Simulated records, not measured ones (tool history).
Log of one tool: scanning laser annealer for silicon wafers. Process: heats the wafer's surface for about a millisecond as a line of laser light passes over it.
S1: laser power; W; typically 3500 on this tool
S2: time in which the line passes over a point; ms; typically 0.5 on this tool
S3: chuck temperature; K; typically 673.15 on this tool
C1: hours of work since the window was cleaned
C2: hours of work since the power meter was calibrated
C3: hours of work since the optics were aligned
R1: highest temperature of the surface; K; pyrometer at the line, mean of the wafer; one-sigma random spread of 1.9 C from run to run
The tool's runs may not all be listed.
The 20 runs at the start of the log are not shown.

run   hour    S1     S2      S3   C1   C2   C3       R1
 21  196.1  3500    0.5  673.15  686  346  196  1394.15
 22  206.1  3500    0.5  673.15  691  351  202  1393.15
 23  213.3  3631  0.603  673.15  694  355  205  1492.15
 24    220  3631  0.603  673.15  698  358  209  1489.15
 25  232.2  3500  0.375  653.15  704  365  215  1274.15
 26  237.8  3631  0.617  691.15  707  368  218  1516.15
 27  246.3  3578  0.441  707.15  711  372  222  1396.15
 28  258.4  3722  0.558  700.15  717  378  228  1504.15
 29    269  3500  0.356  673.15  723  383  234  1281.15
 30  274.4  3500  0.356  673.15  726  386  236  1281.15
 31  283.1  3500  0.514  656.15  730  391  241  1388.15
 32  294.9  3500  0.514  656.15  736  397  247  1386.15
 33    301  3500  0.397  658.15  739  400  250  1302.15
 34    310  3500  0.397  658.15  744  404  254  1301.15
     318.1  -- window over the wafer cleaned
 35  318.7  3500  0.397  658.15    0  408  258  1299.15
 36  326.5  3399  0.431  684.15    4  412  262  1337.15
 37  335.6  3399  0.431  684.15    9  416  267  1336.15
 38  345.4  3399  0.431  684.15   14  421  272  1334.15
 39  351.1  3399  0.431  684.15   17  424  274  1337.15
 40  360.3  3399  0.431  684.15   22  429  279  1334.15
 41    371  3500    0.5  647.15   27  434  285  1370.15

3 options for the next run, each taken on its own from the tool as it stands now. Forecast them:
  A  376.6  3500    0.5  683.15  30  437  287   ?
  B  376.6  3123  0.401  675.15  30  437  287   ?
  C  376.6  3370    0.5  647.15  30  437  287   ?

run       R1
  A  1404.15
  B  1258.15
  C  1342.15
Without the tool's unlogged condition, the same runs would have read:
run       R1
  A  1404.15
  B  1259.15
  C  1342.15
